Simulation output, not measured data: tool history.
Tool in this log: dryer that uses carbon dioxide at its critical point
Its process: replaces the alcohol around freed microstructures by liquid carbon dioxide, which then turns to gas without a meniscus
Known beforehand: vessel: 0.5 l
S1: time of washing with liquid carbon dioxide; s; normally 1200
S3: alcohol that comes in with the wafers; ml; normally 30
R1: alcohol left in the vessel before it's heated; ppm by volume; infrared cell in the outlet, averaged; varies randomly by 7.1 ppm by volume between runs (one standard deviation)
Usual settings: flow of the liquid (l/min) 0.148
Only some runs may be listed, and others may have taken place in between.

Run 1, hour 0: usual settings. Result: R1 456 ppm by volume.
Run 2, hour 13: usual settings but S1 1800 s. Result: R1 81 ppm by volume.
Run 3, hour 32.4: usual settings but S1 1800 s. Result: R1 89 ppm by volume.
Run 4, hour 50.4: usual settings but S1 1800 s. Result: R1 92 ppm by volume.
Run 5, hour 65.1: usual settings but S1 1500 s. Result: R1 189 ppm by volume.
Run 6, hour 77.8: usual settings but S1 1500 s. Result: R1 199 ppm by volume.
Run 7, hour 94.8: usual settings. Result: R1 551 ppm by volume.
Run 8, hour 104.8: usual settings. Result: R1 553 ppm by volume.
Run 9, hour 117.1: usual settings but S1 1500 s. Result: R1 217 ppm by volume.
Run 10, hour 131.5: usual settings but S1 1500 s. Result: R1 229 ppm by volume.
Run 11, hour 151.3: usual settings but S1 1500 s. Result: R1 222 ppm by volume.
Run 12, hour 169.9: usual settings but S1 1500 s, flow of the liquid (l/min) 0.14. Result: R1 314 ppm by volume.
Run 13, hour 188.9: usual settings but S1 1500 s, flow of the liquid (l/min) 0.14. Result: R1 330 ppm by volume.
Run 14, hour 206.4: usual settings but S1 1500 s, flow of the liquid (l/min) 0.14. Result: R1 334 ppm by volume.
Run 15, hour 216.5: usual settings but S1 1500 s, flow of the liquid (l/min) 0.14, S3 46 ml. Result: R1 465 ppm by volume.
Run 16, hour 228.1: usual settings but S1 1500 s, flow of the liquid (l/min) 0.14, S3 46 ml. Result: R1 478 ppm by volume.
Run 17, hour 241.6: usual settings but S1 1500 s, flow of the liquid (l/min) 0.14, S3 46 ml. Result: R1 492 ppm by volume.
Run 18, hour 252.3: usual settings but S1 1500 s, flow of the liquid (l/min) 0.14, S3 46 ml. Result: R1 519 ppm by volume.
Run 19, hour 267: usual settings but S1 1500 s, flow of the liquid (l/min) 0.14, S3 46 ml. Result: R1 534 ppm by volume.

Estimate the outcome of run 20 from the log above:
Run 20, hour 283.4: usual settings but S1 1680 s, flow of the liquid (l/min) 0.129, S3 46 ml. Result: R1 ?.

R1: 475 ppm by volume
If the tool had no hidden condition, the same run with the same run-to-run variation would have returned R1 164 ppm by volume.
